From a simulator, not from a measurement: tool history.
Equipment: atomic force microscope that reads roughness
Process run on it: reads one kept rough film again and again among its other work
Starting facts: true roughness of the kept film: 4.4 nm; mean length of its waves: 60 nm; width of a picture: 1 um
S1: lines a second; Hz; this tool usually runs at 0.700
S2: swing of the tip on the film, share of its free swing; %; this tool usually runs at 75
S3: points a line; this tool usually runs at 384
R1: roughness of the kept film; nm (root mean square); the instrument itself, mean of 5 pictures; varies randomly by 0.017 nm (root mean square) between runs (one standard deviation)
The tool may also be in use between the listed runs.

run   hour     S1  S2   S3     R1
  1    0.0  0.700  75  384  3.680
  2   10.4  0.700  75  384  3.673
  3   26.9  0.700  70  384  3.672
  4   37.6  0.700  70  384  3.660
  5   59.6  0.700  79  384  3.593
      61.6  -- new tip fitted
  6   75.5  0.700  79  384  4.088
  7   85.4  0.700  79  384  4.068
  8  100.6  0.700  75  384  4.098
  9  114.2  0.700  75  384  4.027
 10  125.6  0.700  75  384  4.005
 11  149.5  0.700  75  384  3.956
 12  169.0  1.371  73  932  3.888
 13  187.8  3.380  73  310  3.684
 14  203.9  3.380  73  310  3.673
 15  224.8  3.380  73  310  3.630
 16  248.3  3.380  73  310  3.588
 17  269.2  0.700  61  560  3.834
 18  283.6  0.700  61  560  3.807
 19  306.8  2.576  61  739  3.695
 20  317.0  0.700  75  483  3.713
 21  340.2  0.700  69  720  3.696

Forecast each of these 4 alternatives for the next run:
  A  354.9  2.087  75  530   ?
  B  354.9  0.700  75  304   ?
  C  354.9  0.700  69  434   ?
  D  354.9  1.999  58  372   ?

run     R1
  A  3.534
  B  3.652
  C  3.663
  D  3.630
With no hidden state in the tool, these same runs would have given:
run     R1
  A  3.989
  B  4.123
  C  4.134
  D  4.097

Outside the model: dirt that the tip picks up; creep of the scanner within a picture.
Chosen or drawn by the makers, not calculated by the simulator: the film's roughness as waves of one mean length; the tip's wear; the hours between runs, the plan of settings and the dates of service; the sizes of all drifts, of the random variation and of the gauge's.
